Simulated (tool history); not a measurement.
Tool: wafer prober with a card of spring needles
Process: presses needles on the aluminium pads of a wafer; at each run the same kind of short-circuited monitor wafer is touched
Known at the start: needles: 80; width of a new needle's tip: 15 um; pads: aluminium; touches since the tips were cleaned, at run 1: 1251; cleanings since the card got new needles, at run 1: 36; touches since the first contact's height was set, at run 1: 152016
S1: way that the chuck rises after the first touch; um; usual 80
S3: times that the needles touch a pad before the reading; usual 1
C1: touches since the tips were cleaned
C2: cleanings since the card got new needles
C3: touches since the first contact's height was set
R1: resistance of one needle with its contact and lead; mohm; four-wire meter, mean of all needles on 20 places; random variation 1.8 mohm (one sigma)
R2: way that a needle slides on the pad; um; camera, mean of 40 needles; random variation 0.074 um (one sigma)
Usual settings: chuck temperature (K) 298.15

run 1 hour=0.0 | S1=80 chuck_temperature_(K)=298.15 S3=1 | C1=1251 C2=36 C3=152016 | R1=221 R2=14.54
-- hour=5.0 tips cleaned on abrasive film
-- hour=13.1 tips cleaned on abrasive film
run 2 hour=16.5 | S1=80 chuck_temperature_(K)=298.15 S3=1 | C1=1702 C2=38 C3=160325 | R1=226 R2=14.50
-- hour=21.6 tips cleaned on abrasive film
-- hour=30.2 tips cleaned on abrasive film
-- hour=37.2 tips cleaned on abrasive film
run 3 hour=37.2 | S1=80 chuck_temperature_(K)=298.15 S3=1 | C1=0 C2=41 C3=170760 | R1=188 R2=14.55
-- hour=45.4 tips cleaned on abrasive film
-- hour=53.5 tips cleaned on abrasive film
-- hour=62.1 tips cleaned on abrasive film
run 4 hour=63.5 | S1=80 chuck_temperature_(K)=298.15 S3=1 | C1=737 C2=44 C3=184050 | R1=210 R2=14.45
-- hour=70.4 tips cleaned on abrasive film
-- hour=78.8 tips cleaned on abrasive film
run 5 hour=82.8 | S1=80 chuck_temperature_(K)=298.15 S3=1 | C1=2014 C2=46 C3=193778 | R1=238 R2=14.33
-- hour=86.2 tips cleaned on abrasive film
-- hour=93.1 tips cleaned on abrasive film
-- hour=94.9 height of the first contact set anew
run 6 hour=98.0 | S1=80 chuck_temperature_(K)=298.15 S3=1 | C1=2336 C2=48 C3=1570 | R1=239 R2=15.35
-- hour=100.8 tips cleaned on abrasive film
-- hour=108.6 tips cleaned on abrasive film
-- hour=116.9 tips cleaned on abrasive film
-- hour=125.0 tips cleaned on abrasive film
run 7 hour=126.3 | S1=80 chuck_temperature_(K)=298.15 S3=1 | C1=659 C2=52 C3=15823 | R1=216 R2=15.16
-- hour=132.8 tips cleaned on abrasive film
-- hour=140.8 tips cleaned on abrasive film
run 8 hour=141.6 | S1=88 chuck_temperature_(K)=298.15 S3=1 | C1=383 C2=54 C3=23538 | R1=196 R2=16.55
-- hour=148.0 tips cleaned on abrasive film
-- hour=156.4 tips cleaned on abrasive film
run 9 hour=161.3 | S1=88 chuck_temperature_(K)=298.15 S3=1 | C1=2493 C2=56 C3=33478 | R1=230 R2=16.70
-- hour=164.7 tips cleaned on abrasive film
-- hour=173.3 tips cleaned on abrasive film
-- hour=181.6 tips cleaned on abrasive film
-- hour=188.5 tips cleaned on abrasive film
run 10 hour=188.9 | S1=80 chuck_temperature_(K)=398.15 S3=1 | C1=208 C2=60 C3=47378 | R1=218 R2=15.11
-- hour=195.7 tips cleaned on abrasive film
-- hour=204.2 tips cleaned on abrasive film
run 11 hour=210.7 | S1=80 chuck_temperature_(K)=398.15 S3=1 | C1=3306 C2=62 C3=58418 | R1=270 R2=14.82
-- hour=212.5 tips cleaned on abrasive film
-- hour=221.0 tips cleaned on abrasive film
-- hour=228.4 tips cleaned on abrasive film
-- hour=236.5 tips cleaned on abrasive film
run 12 hour=236.9 | S1=87 chuck_temperature_(K)=398.15 S3=1 | C1=214 C2=66 C3=71606 | R1=216 R2=16.08
-- hour=243.6 tips cleaned on abrasive film
-- hour=251.4 tips cleaned on abrasive film
run 13 hour=252.3 | S1=87 chuck_temperature_(K)=398.15 S3=1 | C1=452 C2=68 C3=79343 | R1=221 R2=16.11
-- hour=259.1 tips cleaned on abrasive film
-- hour=267.5 tips cleaned on abrasive film
run 14 hour=271.2 | S1=80 chuck_temperature_(K)=300.15 S3=1 | C1=1908 C2=70 C3=88914 | R1=238 R2=14.77
-- hour=275.8 tips cleaned on abrasive film
-- hour=284.0 tips cleaned on abrasive film
run 15 hour=284.3 | S1=80 chuck_temperature_(K)=300.15 S3=1 | C1=176 C2=72 C3=95518 | R1=193 R2=14.84
-- hour=292.3 tips cleaned on abrasive film
-- hour=300.9 tips cleaned on abrasive film
run 16 hour=305.6 | S1=80 chuck_temperature_(K)=300.15 S3=1 | C1=2446 C2=74 C3=106305 | R1=242 R2=14.87
-- hour=309.1 tips cleaned on abrasive film
-- hour=317.7 tips cleaned on abrasive film
-- hour=326.0 tips cleaned on abrasive film
-- hour=333.1 tips cleaned on abrasive film
run 17 hour=333.1 | S1=80 chuck_temperature_(K)=300.15 S3=1 | C1=0 C2=78 C3=120134 | R1=191 R2=14.74
-- hour=341.1 tips cleaned on abrasive film
-- hour=349.1 tips cleaned on abrasive film
run 18 hour=352.2 | S1=73 chuck_temperature_(K)=381.15 S3=2 | C1=1564 C2=80 C3=129762 | R1=233 R2=13.41
-- hour=357.3 tips cleaned on abrasive film
-- hour=365.6 tips cleaned on abrasive film
run 19 hour=365.6 | S1=93 chuck_temperature_(K)=349.15 S3=1 | C1=0 C2=82 C3=136506 | R1=201 R2=17.12
-- hour=374.1 tips cleaned on abrasive film
run 20 hour=379.5 | S1=93 chuck_temperature_(K)=349.15 S3=1 | C1=2751 C2=83 C3=143574 | R1=247 R2=17.09
-- hour=381.3 tips cleaned on abrasive film
-- hour=389.2 tips cleaned on abrasive film
run 21 hour=395.5 | S1=86 chuck_temperature_(K)=301.15 S3=2 | C1=3230 C2=85 C3=151649 | R1=227 R2=15.68
-- hour=397.4 tips cleaned on abrasive film
-- hour=405.9 tips cleaned on abrasive film
run 22 hour=408.6 | S1=61 chuck_temperature_(K)=331.15 S3=2 | C1=1388 C2=87 C3=158238 | R1=243 R2=10.95
-- hour=413.5 tips cleaned on abrasive film
-- hour=421.6 tips cleaned on abrasive film
run 23 hour=421.6 | S1=95 chuck_temperature_(K)=298.15 S3=1 | C1=0 C2=89 C3=164773 | R1=186 R2=17.39
-- hour=429.9 tips cleaned on abrasive film
-- hour=438.1 tips cleaned on abrasive film
-- hour=446.6 tips cleaned on abrasive film
run 24 hour=448.6 | S1=95 chuck_temperature_(K)=344.15 S3=1 | C1=998 C2=92 C3=178380 | R1=216 R2=17.41
-- hour=453.7 tips cleaned on abrasive film
-- hour=462.0 tips cleaned on abrasive film
-- hour=470.5 tips cleaned on abrasive film
run 25 hour=476.4 | S1=65 chuck_temperature_(K)=301.15 S3=1 | C1=3014 C2=95 C3=192424 | R1=310 R2=11.44
-- hour=478.1 tips cleaned on abrasive film
-- hour=486.5 tips cleaned on abrasive film
-- hour=491.9 height of the first contact set anew
-- hour=495.2 tips cleaned on abrasive film
-- hour=503.5 tips cleaned on abrasive film
run 26 hour=506.6 | S1=65 chuck_temperature_(K)=301.15 S3=1 | C1=1569 C2=99 C3=7408 | R1=256 R2=12.36
-- hour=511.8 tips cleaned on abrasive film
-- hour=519.9 tips cleaned on abrasive film
run 27 hour=523.6 | S1=64 chuck_temperature_(K)=391.15 S3=1 | C1=1932 C2=101 C3=16030 | R1=275 R2=12.02
-- hour=527.1 tips cleaned on abrasive film
-- hour=535.0 tips cleaned on abrasive film
run 28 hour=537.0 | S1=80 chuck_temperature_(K)=317.15 S3=3 | C1=1047 C2=103 C3=22758 | R1=203 R2=15.13
-- hour=542.2 tips cleaned on abrasive film
-- hour=550.2 tips cleaned on abrasive film
-- hour=557.9 tips cleaned on abrasive film
-- hour=566.0 tips cleaned on abrasive film
run 29 hour=566.2 | S1=80 chuck_temperature_(K)=317.15 S3=3 | C1=94 C2=107 C3=37457 | R1=198 R2=14.97

The same runs without the tool's hidden state, with the same run-to-run variation:
The hidden state here: debris on the tips, nm; way that the needles fall short of the set height, um; tips' diameter, um; drift of the gauge itself on contact_mohm, %; drift of the gauge itself on scrub_um, %.
run=1 R1=184 R2=15.14
run=2 R1=183 R2=15.14
run=3 R1=183 R2=15.23
run=4 R1=186 R2=15.17
run=5 R1=185 R2=15.09
run=6 R1=183 R2=15.35
run=7 R1=189 R2=15.23
run=8 R1=181 R2=16.65
run=9 R1=182 R2=16.83
run=10 R1=207 R2=15.31
run=11 R1=209 R2=15.05
run=12 R1=205 R2=16.38
run=13 R1=206 R2=16.44
run=14 R1=188 R2=15.12
run=15 R1=181 R2=15.22
run=16 R1=185 R2=15.28
run=17 R1=182 R2=15.23
run=18 R1=205 R2=13.94
run=19 R1=193 R2=17.68
run=20 R1=194 R2=17.67
run=21 R1=185 R2=16.30
run=22 R1=198 R2=11.61
run=23 R1=181 R2=18.08
run=24 R1=191 R2=18.14
run=25 R1=187 R2=12.22
run=26 R1=188 R2=12.39
run=27 R1=206 R2=12.08
run=28 R1=189 R2=15.22
run=29 R1=191 R2=15.13

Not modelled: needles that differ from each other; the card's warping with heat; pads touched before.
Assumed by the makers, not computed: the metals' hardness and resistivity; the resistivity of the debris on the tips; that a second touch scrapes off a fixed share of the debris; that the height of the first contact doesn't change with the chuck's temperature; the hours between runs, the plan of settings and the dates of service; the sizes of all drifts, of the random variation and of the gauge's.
